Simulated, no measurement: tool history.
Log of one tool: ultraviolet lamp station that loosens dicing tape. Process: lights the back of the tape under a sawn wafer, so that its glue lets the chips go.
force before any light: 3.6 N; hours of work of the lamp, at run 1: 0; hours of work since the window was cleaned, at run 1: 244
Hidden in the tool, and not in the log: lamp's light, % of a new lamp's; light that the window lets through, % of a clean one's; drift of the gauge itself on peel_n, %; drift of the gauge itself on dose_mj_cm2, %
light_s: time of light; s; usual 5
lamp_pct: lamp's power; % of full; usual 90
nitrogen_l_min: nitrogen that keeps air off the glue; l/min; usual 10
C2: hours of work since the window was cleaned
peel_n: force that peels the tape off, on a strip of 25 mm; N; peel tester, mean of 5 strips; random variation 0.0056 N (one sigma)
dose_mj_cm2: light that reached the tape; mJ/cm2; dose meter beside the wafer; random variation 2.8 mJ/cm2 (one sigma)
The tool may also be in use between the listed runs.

Run 1, hour 0: usual settings; hours of work of the lamp 0; C2 244. Result: peel_n 0.244 N, dose_mj_cm2 367 mJ/cm2.
Run 2, hour 22.2: usual settings; hours of work of the lamp 18; C2 261. Result: peel_n 0.233 N, dose_mj_cm2 364 mJ/cm2.
Run 3, hour 51.8: usual settings; hours of work of the lamp 41; C2 285. Result: peel_n 0.241 N, dose_mj_cm2 366 mJ/cm2.
Run 4, hour 74.8: usual settings but light_s 2 s; hours of work of the lamp 60; C2 303. Result: peel_n 0.84 N, dose_mj_cm2 139 mJ/cm2.
Run 5, hour 89.8: usual settings but light_s 2 s; hours of work of the lamp 72; C2 315. Result: peel_n 0.835 N, dose_mj_cm2 143 mJ/cm2.
Run 6, hour 121.4: usual settings; hours of work of the lamp 97; C2 340. Result: peel_n 0.252 N, dose_mj_cm2 348 mJ/cm2.
Run 7, hour 143.5: usual settings; hours of work of the lamp 114; C2 358. Result: peel_n 0.249 N, dose_mj_cm2 352 mJ/cm2.
Run 8, hour 176.1: usual settings; hours of work of the lamp 140; C2 384. Result: peel_n 0.245 N, dose_mj_cm2 339 mJ/cm2.
Run 9, hour 204.4: usual settings; hours of work of the lamp 163; C2 406. Result: peel_n 0.239 N, dose_mj_cm2 340 mJ/cm2.
Run 10, hour 230.2: usual settings but light_s 8 s, lamp_pct 98 % of full, nitrogen_l_min 3 l/min; hours of work of the lamp 183; C2 427. Result: peel_n 0.227 N, dose_mj_cm2 587 mJ/cm2.
At hour 233.7: window cleaned of glue's vapour.
Run 11, hour 249.8: usual settings but light_s 4 s, lamp_pct 66 % of full, nitrogen_l_min 6 l/min; hours of work of the lamp 199; C2 13. Result: peel_n 0.724 N, dose_mj_cm2 192 mJ/cm2.
Run 12, hour 279.7: usual settings but light_s 9 s, nitrogen_l_min 18 l/min; hours of work of the lamp 222; C2 37. Result: peel_n 0.189 N, dose_mj_cm2 584 mJ/cm2.
Run 13, hour 303.6: usual settings but light_s 8 s, lamp_pct 91 % of full, nitrogen_l_min 12 l/min; hours of work of the lamp 241; C2 56. Result: peel_n 0.192 N, dose_mj_cm2 521 mJ/cm2.
Run 14, hour 321.7: usual settings but light_s 6 s; hours of work of the lamp 256; C2 70. Result: peel_n 0.237 N, dose_mj_cm2 386 mJ/cm2.
Run 15, hour 341.2: usual settings but light_s 4 s, lamp_pct 78 % of full; hours of work of the lamp 271; C2 86. Result: peel_n 0.471 N, dose_mj_cm2 221 mJ/cm2.
At hour 345.7: window cleaned of glue's vapour, once more.
Run 16, hour 374.4: usual settings but light_s 4 s, lamp_pct 78 % of full; hours of work of the lamp 297; C2 23. Result: peel_n 0.408 N, dose_mj_cm2 238 mJ/cm2.
Run 17, hour 396.8: usual settings but light_s 4 s, lamp_pct 78 % of full; hours of work of the lamp 315; C2 41. Result: peel_n 0.406 N, dose_mj_cm2 234 mJ/cm2.
Run 18, hour 424.5: usual settings but light_s 2 s, lamp_pct 60 % of full, nitrogen_l_min 5 l/min; hours of work of the lamp 337; C2 63. Result: peel_n 1.728 N, dose_mj_cm2 88 mJ/cm2.

5 ways to go on from here, each from the tool as it stands after run 18. What would each give?
Run A, hour 439.9: usual settings but nitrogen_l_min 20 l/min; hours of work of the lamp 350; C2 75. Result: peel_n ?, dose_mj_cm2 ?.
Run B, hour 439.9: usual settings but light_s 6 s, lamp_pct 99 % of full, nitrogen_l_min 6 l/min; hours of work of the lamp 350; C2 75. Result: peel_n ?, dose_mj_cm2 ?.
Run C, hour 439.9: usual settings but light_s 2 s, lamp_pct 79 % of full, nitrogen_l_min 3 l/min; hours of work of the lamp 350; C2 75. Result: peel_n ?, dose_mj_cm2 ?.
Run D, hour 439.9: usual settings but lamp_pct 68 % of full; hours of work of the lamp 350; C2 75. Result: peel_n ?, dose_mj_cm2 ?.
Run E, hour 439.9: usual settings but light_s 2 s, lamp_pct 78 % of full, nitrogen_l_min 12 l/min; hours of work of the lamp 350; C2 75. Result: peel_n ?, dose_mj_cm2 ?.

run  peel_n  dose_mj_cm2
  A   0.203          333
  B   0.226          440
  C   1.637          118
  D   0.378          252
  E    1.02          118
Without the tool's hidden state the same runs would have given:
run  peel_n  dose_mj_cm2
  A   0.188          379
  B   0.204          500
  C   1.475          134
  D   0.315          287
  E   0.873          134
